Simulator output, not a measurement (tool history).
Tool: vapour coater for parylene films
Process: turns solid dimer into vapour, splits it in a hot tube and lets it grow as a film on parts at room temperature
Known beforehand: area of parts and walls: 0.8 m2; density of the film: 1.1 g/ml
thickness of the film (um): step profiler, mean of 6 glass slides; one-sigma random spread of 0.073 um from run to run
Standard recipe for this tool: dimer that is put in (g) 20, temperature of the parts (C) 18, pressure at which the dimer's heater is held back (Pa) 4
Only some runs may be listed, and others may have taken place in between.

run,hour,dimer that is put in (g),temperature of the parts (C),pressure at which the dimer's heater is held back (Pa),thickness of the film (um)
1,0,20,18,4,10.39
2,28.6,20,18,4,10.38
3,46,20,18,4,10.37
4,67.5,20,18,4,10.31
5,102,20,18,2.17,10.62
6,125.7,20,18,2.17,10.85
7,144.1,20,18,2.17,10.58
8,170.9,13,18,4,6.57
9,198.5,35,15,11.48,18.2
10,220.5,35,15,11.48,18.07
11,241.1,35,15,11.48,18.17
12,278,35,15,11.48,18.13

Run 13, settings as shown, results not yet in. Your forecast:
13,317.8,35,11,5.42,?

Run 13 came out at thickness of the film (um) 21.25.
The same run, on a tool lacking any hidden state, would have yielded thickness of the film (um) 22.62.
